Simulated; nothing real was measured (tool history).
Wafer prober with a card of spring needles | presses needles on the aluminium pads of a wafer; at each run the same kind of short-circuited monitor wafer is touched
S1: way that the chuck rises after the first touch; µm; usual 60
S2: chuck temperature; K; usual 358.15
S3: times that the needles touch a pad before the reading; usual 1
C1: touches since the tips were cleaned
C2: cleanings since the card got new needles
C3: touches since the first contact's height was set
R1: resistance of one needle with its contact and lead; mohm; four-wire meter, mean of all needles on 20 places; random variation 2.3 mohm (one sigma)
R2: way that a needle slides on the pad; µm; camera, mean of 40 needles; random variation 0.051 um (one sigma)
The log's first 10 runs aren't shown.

run,hour,S1,S2,S3,C1,C2,C3,R1,R2
# hour 90.5: tips cleaned on abrasive film
11,99.6,60,358.15,1,3564,47,110111,358,9.26
# hour 103.1: tips cleaned on abrasive film
12,105.1,60,358.15,1,782,48,112249,298,9.23
13,110.8,51,358.15,1,3022,48,114489,385,7.84
# hour 116.5: tips cleaned on abrasive film
14,122,51,358.15,1,2146,49,118835,362,7.87
# hour 129.2: tips cleaned on abrasive film
15,134.1,51,358.15,1,1942,50,123586,362,7.78
# hour 142.3: tips cleaned on abrasive film
16,146.6,51,358.15,1,1684,51,128465,347,7.91
17,153.5,42,313.15,1,4378,51,131159,471,6.42
# hour 154.7: tips cleaned on abrasive film
18,163.2,60,337.15,2,3340,52,134946,311,9.17
# hour 164.5: height of the first contact set anew
# hour 167.7: tips cleaned on abrasive film
19,172.9,60,337.15,2,2047,53,3270,297,9.62
# hour 180.8: tips cleaned on abrasive film
20,185.3,49,310.15,1,1763,54,8088,352,7.74
21,192.4,49,310.15,1,4560,54,10885,404,7.84

Run 22 comes next. What will it give?
# hour 193.3: tips cleaned on abrasive film
22,200,57,358.15,1,2658,55,13865,?,?

{"run 22": {"R1": 353, "R2": 9.02}}
Without the tool's hidden state the same run would have given R1 257 mohm, R2 9.06 µm.

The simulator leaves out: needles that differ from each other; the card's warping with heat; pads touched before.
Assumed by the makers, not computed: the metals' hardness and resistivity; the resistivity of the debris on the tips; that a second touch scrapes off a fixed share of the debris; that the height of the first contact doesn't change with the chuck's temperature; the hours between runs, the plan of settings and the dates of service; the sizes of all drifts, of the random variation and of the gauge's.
